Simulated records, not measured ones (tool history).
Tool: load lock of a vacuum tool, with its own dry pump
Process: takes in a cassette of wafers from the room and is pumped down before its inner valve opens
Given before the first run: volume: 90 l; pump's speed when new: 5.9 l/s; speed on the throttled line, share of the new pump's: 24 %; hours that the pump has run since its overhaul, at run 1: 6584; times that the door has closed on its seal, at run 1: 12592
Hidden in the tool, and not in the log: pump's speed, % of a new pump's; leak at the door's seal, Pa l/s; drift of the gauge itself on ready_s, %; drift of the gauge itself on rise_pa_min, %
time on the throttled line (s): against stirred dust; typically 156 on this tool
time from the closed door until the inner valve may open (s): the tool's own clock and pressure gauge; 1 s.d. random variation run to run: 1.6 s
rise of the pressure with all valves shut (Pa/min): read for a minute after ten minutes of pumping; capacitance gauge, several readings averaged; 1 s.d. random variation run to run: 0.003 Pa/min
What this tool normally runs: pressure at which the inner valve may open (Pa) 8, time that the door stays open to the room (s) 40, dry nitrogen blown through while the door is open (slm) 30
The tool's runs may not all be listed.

run	day	time on the throttled line (s)	pressure at which the inner valve may open (Pa)	time that the door stays open to the room (s)	dry nitrogen blown through while the door is open (slm)	hours that the pump has run since its overhaul	times that the door has closed on its seal	incoming humidity of the room's air, %	time from the closed door until the inner valve may open (s)	rise of the pressure with all valves shut (Pa/min)
1	0.000	156	8	40	30	6584	12592	47.8	287.5	0.144
2	21.333	156	8	40	23	7096	13695	46.1	289.5	0.158
3	36.962	156	8	40	30	7472	14503	45.9	289.8	0.170
4	51.792	156	10	40	30	7827	15270	46.9	289.7	0.185
5	62.808	156	10	40	30	8092	15840	46.6	288.1	0.185
6	85.462	156	10	40	30	8636	17011	47.1	292.4	0.208
7	97.112	156	10	40	30	8915	17613	45.5	294.1	0.224
8	108.671	156	10	40	38	9193	18211	42.7	298.1	0.222
# day 127.329: dry pump taken out, an overhauled one fitted
9	130.979	156	8	95	30	88	19352	48.7	261.5	0.271
10	142.850	156	8	95	30	373	19966	43.1	263.9	0.276
11	162.729	156	8	95	30	850	20994	43.4	267.3	0.286
12	178.683	156	9	40	30	1233	21819	43.1	267.3	0.288
13	193.296	156	9	40	30	1583	22575	47.3	266.3	0.311
14	202.996	156	9	40	30	1816	23076	42.3	268.0	0.321
15	213.967	156	9	40	30	2079	23644	47.9	267.1	0.333
16	234.612	107	8	40	30	2575	24711	43.0	235.2	0.354
17	246.775	107	8	40	30	2867	25340	41.4	237.6	0.365
18	257.612	107	8	40	30	3127	25901	41.8	234.4	0.384
19	279.025	95	8	40	17	3641	27008	46.3	228.7	0.412
20	289.296	145	12	233	17	3887	27539	42.7	262.8	0.477
21	300.983	145	12	233	17	4168	28144	44.9	260.1	0.489
22	316.258	145	12	233	17	4534	28933	40.2	264.6	0.496
23	336.296	156	8	40	7	5015	29970	47.2	279.7	0.481
24	347.788	156	8	40	7	5291	30564	45.5	281.3	0.502
25	365.162	89	6	147	7	5708	31463	44.9	240.7	0.559
26	376.200	156	8	89	30	5973	32033	43.5	282.6	0.535
27	393.075	114	9	29	5	6378	32906	48.0	251.1	0.559
28	402.471	114	9	29	5	6603	33392	46.1	255.3	0.574
29	422.688	122	9	29	40	7089	34437	41.5	263.0	0.566
30	443.425	255	8	40	34	7586	35510	44.3	362.5	0.605
31	464.092	255	8	40	34	8082	36579	44.5	365.9	0.659
32	483.417	290	8	95	34	8546	37578	47.3	390.8	0.686
33	498.633	290	8	95	34	8911	38365	43.8	391.3	0.705
34	510.858	113	12	40	15	9205	38997	44.2	260.4	0.727
# day 513.608: door's seal changed, seat wiped
35	524.042	156	8	40	7	9520	539	45.1	302.5	0.036
# day 528.462: dry pump taken out, an overhauled one fitted
36	535.754	156	8	158	30	175	1132	48.8	263.8	0.066

Measured less the same run without the tool's hidden state. The same run-to-run variation is in both; the gauge's scatter may not be:
run	time from the closed door until the inner valve may open (s)	rise of the pressure with all valves shut (Pa/min)
1	+24.0	+0.120
2	+26.2	+0.135
3	+27.6	+0.148
4	+28.1	+0.161
5	+29.0	+0.165
6	+32.0	+0.186
7	+33.5	+0.199
8	+35.4	+0.203
9	-1.7	+0.226
10	-0.8	+0.237
11	+0.6	+0.252
12	+1.4	+0.269
13	+2.6	+0.288
14	+3.3	+0.293
15	+4.1	+0.308
16	+6.8	+0.330
17	+7.9	+0.344
18	+8.6	+0.362
19	+11.4	+0.380
20	+10.5	+0.397
21	+11.4	+0.405
22	+12.8	+0.418
23	+15.4	+0.442
24	+16.5	+0.465
25	+21.8	+0.483
26	+19.1	+0.499
27	+22.2	+0.521
28	+23.5	+0.536
29	+25.5	+0.552
30	+20.9	+0.585
31	+22.8	+0.636
32	+22.8	+0.646
33	+24.1	+0.669
34	+35.7	+0.695
35	+36.2	+0.003
36	-0.2	+0.006

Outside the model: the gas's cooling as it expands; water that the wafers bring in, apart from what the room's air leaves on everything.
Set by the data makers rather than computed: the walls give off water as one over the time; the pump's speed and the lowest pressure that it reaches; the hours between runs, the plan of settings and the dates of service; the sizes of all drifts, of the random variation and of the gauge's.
